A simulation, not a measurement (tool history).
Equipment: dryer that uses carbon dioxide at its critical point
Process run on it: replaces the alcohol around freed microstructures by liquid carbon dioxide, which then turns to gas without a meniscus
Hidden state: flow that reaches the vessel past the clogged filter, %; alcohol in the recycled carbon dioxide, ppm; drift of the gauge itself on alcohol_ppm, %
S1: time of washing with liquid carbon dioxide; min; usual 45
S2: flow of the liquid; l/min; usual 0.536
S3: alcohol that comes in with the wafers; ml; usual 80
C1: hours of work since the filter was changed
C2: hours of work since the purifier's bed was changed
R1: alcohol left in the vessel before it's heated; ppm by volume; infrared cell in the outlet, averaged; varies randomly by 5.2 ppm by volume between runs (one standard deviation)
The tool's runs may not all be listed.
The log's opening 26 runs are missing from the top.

run   hour  S1     S2   S3   C1   C2    R1
 27  307.6  45  0.574   58  159  284   117
 28  322.8  45  0.574   58  164  290   119
 29  338.7  54   0.58   87  170  296   101
 30    349  54  0.776  102  174  300    69
 31  364.5  34  0.344   56  180  306  1119
 32  378.8  45  0.519   75  186  311   196
 33  394.2  45  0.519   75  192  317   178
 34  407.7  45  0.536   50  197  322   140
 35  420.5  69  0.679   62  202  327    80
 36    438  32  0.468   23  209  334   289
 37  454.9  32  0.536   26  215  341   217
 38  468.1  32  0.536   26  220  346   233
 39  479.4  67  0.536  116  225  350    94
 40  494.6  45  0.731   47  230  356    89
 41  511.5  42  0.536   24  237  362   126
 42  519.6  42  0.536   24  240  366   128
 43  531.6  38  0.536   80  245  370   334
 44  539.4  58  0.536   61  248  373   106
 45    551  58  0.536   61  252  378   115
 46  564.3  58  0.536   25  257  383   101
 47  580.1  67  0.397   74  263  389   149

Here are 3 independent what-if runs from the current tool condition. What would each one return?
  A  594.8  28  0.552   50  269  395   ?
  B  594.8  67  0.397   58  269  395   ?
  C  594.8  34  0.397  110  269  395   ?

run    R1
  A   533
  B   134
  C  1544
What these runs would have given with no unlogged condition in the tool:
run    R1
  A   370
  B    34
  C  1237
